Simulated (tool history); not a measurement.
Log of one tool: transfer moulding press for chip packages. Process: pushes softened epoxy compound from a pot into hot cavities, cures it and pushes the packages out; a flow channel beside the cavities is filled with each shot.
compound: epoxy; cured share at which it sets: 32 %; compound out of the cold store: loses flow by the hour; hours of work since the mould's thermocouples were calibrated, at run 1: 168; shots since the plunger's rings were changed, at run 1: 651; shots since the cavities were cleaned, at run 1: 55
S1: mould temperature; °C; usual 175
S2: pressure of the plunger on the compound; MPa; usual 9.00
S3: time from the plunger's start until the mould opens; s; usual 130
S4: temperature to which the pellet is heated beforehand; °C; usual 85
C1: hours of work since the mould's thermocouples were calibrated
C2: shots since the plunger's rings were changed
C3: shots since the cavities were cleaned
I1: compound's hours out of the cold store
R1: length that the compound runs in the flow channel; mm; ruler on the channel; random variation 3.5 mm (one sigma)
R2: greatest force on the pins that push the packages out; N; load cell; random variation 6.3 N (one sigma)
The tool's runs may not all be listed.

run 1 hour=0.0 | S1=175 S2=9.00 S3=130 S4=85 | C1=168 C2=651 C3=55 | I1=12.3 | R1=908 R2=243
run 2 hour=27.0 | S1=175 S2=9.00 S3=130 S4=85 | C1=189 C2=984 C3=388 | I1=16.4 | R1=886 R2=240
run 3 hour=40.3 | S1=175 S2=9.00 S3=130 S4=85 | C1=200 C2=1147 C3=551 | I1=37.5 | R1=790 R2=250
-- hour=62.1 cavities cleaned with cleaning compound and waxed
run 4 hour=65.1 | S1=175 S2=6.96 S3=130 S4=85 | C1=218 C2=1434 C3=37 | I1=29.3 | R1=723 R2=246
run 5 hour=78.4 | S1=175 S2=6.96 S3=130 S4=85 | C1=228 C2=1599 C3=202 | I1=28.2 | R1=730 R2=250
run 6 hour=98.7 | S1=175 S2=9.00 S3=130 S4=85 | C1=244 C2=1849 C3=452 | I1=9.8 | R1=920 R2=245
run 7 hour=114.7 | S1=175 S2=9.00 S3=130 S4=85 | C1=257 C2=2046 C3=649 | I1=20.8 | R1=868 R2=259
-- hour=128.3 cavities cleaned with cleaning compound and waxed
run 8 hour=143.0 | S1=175 S2=9.00 S3=130 S4=85 | C1=278 C2=2377 C3=181 | I1=47.1 | R1=741 R2=235
run 9 hour=169.7 | S1=175 S2=9.00 S3=130 S4=85 | C1=299 C2=2705 C3=509 | I1=37.5 | R1=792 R2=241
run 10 hour=190.6 | S1=175 S2=9.00 S3=130 S4=89 | C1=315 C2=2963 C3=767 | I1=21.1 | R1=865 R2=255
-- hour=194.4 cavities cleaned with cleaning compound and waxed
run 11 hour=215.6 | S1=175 S2=9.00 S3=130 S4=95 | C1=334 C2=3253 C3=261 | I1=11.7 | R1=912 R2=241
run 12 hour=243.7 | S1=175 S2=9.00 S3=130 S4=95 | C1=356 C2=3600 C3=608 | I1=39.6 | R1=781 R2=237
run 13 hour=258.1 | S1=175 S2=9.00 S3=130 S4=85 | C1=367 C2=3777 C3=785 | I1=27.7 | R1=829 R2=252
-- hour=261.7 cavities cleaned with cleaning compound and waxed
run 14 hour=274.8 | S1=175 S2=9.00 S3=130 S4=85 | C1=379 C2=3965 C3=162 | I1=44.7 | R1=760 R2=231
run 15 hour=303.3 | S1=181 S2=9.00 S3=110 S4=85 | C1=401 C2=4316 C3=513 | I1=17.5 | R1=863 R2=244
run 16 hour=325.0 | S1=181 S2=9.00 S3=110 S4=85 | C1=418 C2=4583 C3=780 | I1=21.4 | R1=853 R2=236
-- hour=328.3 cavities cleaned with cleaning compound and waxed
run 17 hour=354.7 | S1=180 S2=9.00 S3=162 S4=85 | C1=440 C2=4930 C3=325 | I1=18.3 | R1=865 R2=227
run 18 hour=381.9 | S1=170 S2=9.00 S3=126 S4=85 | C1=462 C2=5266 C3=661 | I1=45.3 | R1=764 R2=261
-- hour=396.0 cavities cleaned with cleaning compound and waxed
run 19 hour=399.4 | S1=170 S2=9.00 S3=126 S4=85 | C1=474 C2=5463 C3=42 | I1=25.9 | R1=862 R2=287
run 20 hour=413.1 | S1=170 S2=9.00 S3=163 S4=85 | C1=485 C2=5633 C3=212 | I1=47.3 | R1=754 R2=246
-- hour=438.5 plunger's sealing rings changed
run 21 hour=445.1 | S1=170 S2=9.00 S3=163 S4=85 | C1=508 C2=81 C3=575 | I1=40.1 | R1=789 R2=239
-- hour=465.0 cavities cleaned with cleaning compound and waxed
run 22 hour=465.0 | S1=180 S2=7.19 S3=150 S4=89 | C1=523 C2=308 C3=0 | I1=20.2 | R1=763 R2=226
run 23 hour=483.7 | S1=180 S2=7.19 S3=150 S4=89 | C1=537 C2=539 C3=231 | I1=24.0 | R1=748 R2=230
run 24 hour=509.0 | S1=180 S2=7.19 S3=150 S4=89 | C1=557 C2=850 C3=542 | I1=32.7 | R1=710 R2=227
run 25 hour=526.6 | S1=175 S2=9.00 S3=148 S4=87 | C1=571 C2=1067 C3=759 | I1=44.3 | R1=759 R2=249
-- hour=532.6 cavities cleaned with cleaning compound and waxed
run 26 hour=556.7 | S1=175 S2=9.00 S3=148 S4=87 | C1=593 C2=1420 C3=297 | I1=43.0 | R1=761 R2=239
run 27 hour=581.7 | S1=175 S2=9.00 S3=148 S4=87 | C1=613 C2=1727 C3=604 | I1=46.8 | R1=751 R2=236

4 ways to go on from here, each from the tool as it stands after run 27. What would each give?
-- hour=598.8 cavities cleaned with cleaning compound and waxed
run A hour=605.2 | S1=175 S2=9.00 S3=116 S4=77 | C1=630 C2=1999 C3=79 | I1=30.0 | R1=? R2=?
-- hour=598.8 cavities cleaned with cleaning compound and waxed
run B hour=605.2 | S1=175 S2=8.12 S3=118 S4=92 | C1=630 C2=1999 C3=79 | I1=13.2 | R1=? R2=?
-- hour=598.8 cavities cleaned with cleaning compound and waxed
run C hour=605.2 | S1=168 S2=9.55 S3=151 S4=87 | C1=630 C2=1999 C3=79 | I1=18.7 | R1=? R2=?
-- hour=598.8 cavities cleaned with cleaning compound and waxed
run D hour=605.2 | S1=175 S2=7.09 S3=130 S4=85 | C1=630 C2=1999 C3=79 | I1=32.7 | R1=? R2=?

run=A R1=815 R2=248
run=B R1=856 R2=252
run=C R1=924 R2=258
run=D R1=716 R2=257
Without the tool's hidden state the same runs would have given:
run=A R1=815 R2=247
run=B R1=857 R2=251
run=C R1=925 R2=257
run=D R1=716 R2=257

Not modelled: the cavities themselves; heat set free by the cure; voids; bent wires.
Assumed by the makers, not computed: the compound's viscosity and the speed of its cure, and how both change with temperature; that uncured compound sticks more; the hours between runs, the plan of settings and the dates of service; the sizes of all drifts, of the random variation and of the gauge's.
